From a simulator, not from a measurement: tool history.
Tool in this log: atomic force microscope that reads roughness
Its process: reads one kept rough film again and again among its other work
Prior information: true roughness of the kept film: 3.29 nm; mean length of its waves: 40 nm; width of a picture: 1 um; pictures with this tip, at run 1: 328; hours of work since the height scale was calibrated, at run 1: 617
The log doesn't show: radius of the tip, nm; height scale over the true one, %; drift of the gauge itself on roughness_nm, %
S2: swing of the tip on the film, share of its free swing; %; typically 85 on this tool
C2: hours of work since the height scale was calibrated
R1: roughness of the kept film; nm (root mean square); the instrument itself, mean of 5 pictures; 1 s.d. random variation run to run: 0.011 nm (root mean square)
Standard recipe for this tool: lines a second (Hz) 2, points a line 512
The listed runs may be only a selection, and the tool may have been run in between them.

Run 1, hour 0: usual settings; pictures with this tip 328; C2 617. Result: R1 2.218 nm (root mean square).
At hour 2.7: new tip fitted.
Run 2, hour 32.7: usual settings; pictures with this tip 70; C2 643. Result: R1 2.354 nm (root mean square).
Run 3, hour 65.5: usual settings; pictures with this tip 145; C2 669. Result: R1 2.314 nm (root mean square).
Run 4, hour 85.7: usual settings; pictures with this tip 192; C2 685. Result: R1 2.267 nm (root mean square).
Run 5, hour 117.6: usual settings; pictures with this tip 265; C2 710. Result: R1 2.213 nm (root mean square).
At hour 146.3: new tip fitted.
Run 6, hour 153.2: usual settings; pictures with this tip 16; C2 738. Result: R1 2.454 nm (root mean square).
Run 7, hour 179.5: usual settings; pictures with this tip 76; C2 759. Result: R1 2.37 nm (root mean square).
Run 8, hour 222.7: usual settings; pictures with this tip 176; C2 794. Result: R1 2.287 nm (root mean square).
Run 9, hour 255.9: usual settings but lines a second (Hz) 1.22; pictures with this tip 253; C2 820. Result: R1 2.422 nm (root mean square).
Run 10, hour 276.2: usual settings but lines a second (Hz) 1.22; pictures with this tip 299; C2 837. Result: R1 2.373 nm (root mean square).
At hour 291.3: new tip fitted.
Run 11, hour 316.1: usual settings but points a line 851; pictures with this tip 57; C2 868. Result: R1 2.395 nm (root mean square).
Run 12, hour 336.2: usual settings but lines a second (Hz) 3.03, S2 69 %, points a line 673; pictures with this tip 104; C2 884. Result: R1 2.528 nm (root mean square).
Run 13, hour 358.7: usual settings but lines a second (Hz) 0.97, S2 69 %, points a line 774; pictures with this tip 156; C2 902. Result: R1 2.757 nm (root mean square).
Run 14, hour 384.7: usual settings but lines a second (Hz) 2.58, S2 69 %, points a line 751; pictures with this tip 216; C2 923. Result: R1 2.478 nm (root mean square).
Run 15, hour 429.3: usual settings but S2 59 %; pictures with this tip 319; C2 958. Result: R1 2.577 nm (root mean square).
At hour 436.1: new tip fitted.
Run 16, hour 454: usual settings but lines a second (Hz) 3.86, S2 56 %, points a line 565; pictures with this tip 42; C2 978. Result: R1 2.791 nm (root mean square).
Run 17, hour 490: usual settings but lines a second (Hz) 1.47, S2 64 %; pictures with this tip 125; C2 1006. Result: R1 2.774 nm (root mean square).
Run 18, hour 534.4: usual settings but lines a second (Hz) 3.66, S2 82 %; pictures with this tip 227; C2 1042. Result: R1 2.002 nm (root mean square).
Run 19, hour 572.1: usual settings but lines a second (Hz) 0.5, S2 77 %, points a line 346; pictures with this tip 314; C2 1072. Result: R1 2.58 nm (root mean square).
At hour 581.1: new tip fitted.
Run 20, hour 616.8: usual settings but lines a second (Hz) 0.5, S2 77 %, points a line 346; pictures with this tip 82; C2 1107. Result: R1 2.866 nm (root mean square).
Run 21, hour 637.6: usual settings but lines a second (Hz) 0.5, S2 77 %, points a line 346; pictures with this tip 130; C2 1124. Result: R1 2.806 nm (root mean square).

Alternative continuations, all from the tool just after run 21; predict every row:
Run A, hour 681.6: usual settings but lines a second (Hz) 0.78, S2 61 %, points a line 417; pictures with this tip 232; C2 1159. Result: R1 ?.
Run B, hour 681.6: usual settings but lines a second (Hz) 1.85, S2 77 %, points a line 939; pictures with this tip 232; C2 1159. Result: R1 ?.
Run C, hour 681.6: usual settings but lines a second (Hz) 2.29, S2 74 %, points a line 769; pictures with this tip 232; C2 1159. Result: R1 ?.
Run D, hour 681.6: usual settings but lines a second (Hz) 0.5, S2 77 %, points a line 724; pictures with this tip 232; C2 1159. Result: R1 ?.

run     R1
  A  2.754
  B  2.427
  C   2.43
  D  2.721
With the hidden condition removed and each run's random variation left untouched, the same runs would have given:
run     R1
  A  3.024
  B  2.666
  C  2.668
  D  2.988

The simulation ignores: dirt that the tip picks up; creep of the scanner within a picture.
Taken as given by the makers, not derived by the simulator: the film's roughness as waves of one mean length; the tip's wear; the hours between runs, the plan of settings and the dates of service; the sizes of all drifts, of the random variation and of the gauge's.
